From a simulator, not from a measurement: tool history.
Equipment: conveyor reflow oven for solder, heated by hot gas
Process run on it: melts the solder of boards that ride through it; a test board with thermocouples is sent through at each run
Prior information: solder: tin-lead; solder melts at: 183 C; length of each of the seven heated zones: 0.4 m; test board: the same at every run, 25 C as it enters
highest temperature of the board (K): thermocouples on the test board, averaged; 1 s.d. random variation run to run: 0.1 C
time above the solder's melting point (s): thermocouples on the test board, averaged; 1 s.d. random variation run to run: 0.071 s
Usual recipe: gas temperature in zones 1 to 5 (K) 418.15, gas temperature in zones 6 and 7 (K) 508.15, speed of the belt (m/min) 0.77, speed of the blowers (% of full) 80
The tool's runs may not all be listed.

| run | hour | gas temperature in zones 1 to 5 (K) | gas temperature in zones 6 and 7 (K) | speed of the belt (m/min) | speed of the blowers (% of full) | highest temperature of the board (K) | time above the solder's melting point (s) |
|---|---|---|---|---|---|---|---|
| 1 | 0 | 418.15 | 508.15 | 0.77 | 80 | 492.75 | 50.53 |
| 2 | 21.3 | 418.15 | 508.15 | 0.77 | 80 | 492.95 | 50.43 |
| 3 | 40.2 | 418.15 | 508.15 | 0.77 | 60 | 487.95 | 46.61 |
|  | 52.9 | flux residue cleaned out of gas plates and filters |
| 4 | 73.3 | 418.15 | 508.15 | 0.77 | 60 | 489.75 | 48.07 |
| 5 | 87.5 | 421.15 | 508.15 | 0.77 | 80 | 495.15 | 52.8 |
| 6 | 109.3 | 421.15 | 508.15 | 0.77 | 80 | 495.05 | 52.94 |
|  | 114.9 | belt drive overhauled, speed set with a stopwatch |
| 7 | 125.4 | 421.15 | 508.15 | 0.77 | 80 | 495.05 | 53.09 |
| 8 | 143 | 421.15 | 508.15 | 0.77 | 80 | 495.25 | 53.04 |
| 9 | 166.1 | 418.15 | 504.15 | 0.775 | 80 | 491.15 | 49.42 |
| 10 | 188.3 | 421.15 | 502.15 | 0.77 | 80 | 489.75 | 50.19 |
| 11 | 210.5 | 421.15 | 502.15 | 0.77 | 80 | 489.95 | 50.25 |

Here are 4 independent what-if runs from the current tool condition. What would each one return?
| A | 238.5 | 417.15 | 508.15 | 0.77 | 80 | ? | ? |
| B | 238.5 | 418.15 | 508.15 | 0.788 | 52 | ? | ? |
| C | 238.5 | 418.15 | 508.15 | 0.77 | 88 | ? | ? |
| D | 238.5 | 421.15 | 502.15 | 0.786 | 53 | ? | ? |

| run | highest temperature of the board (K) | time above the solder's melting point (s) |
|---|---|---|
| A | 494.55 | 51.42 |
| B | 486.15 | 44.09 |
| C | 496.15 | 52.73 |
| D | 482.55 | 42.25 |
Without the tool's unlogged condition, the same runs would have read:
| run | highest temperature of the board (K) | time above the solder's melting point (s) |
|---|---|---|
| A | 494.35 | 50.99 |
| B | 485.95 | 43.6 |
| C | 496.05 | 52.29 |
| D | 482.25 | 41.77 |
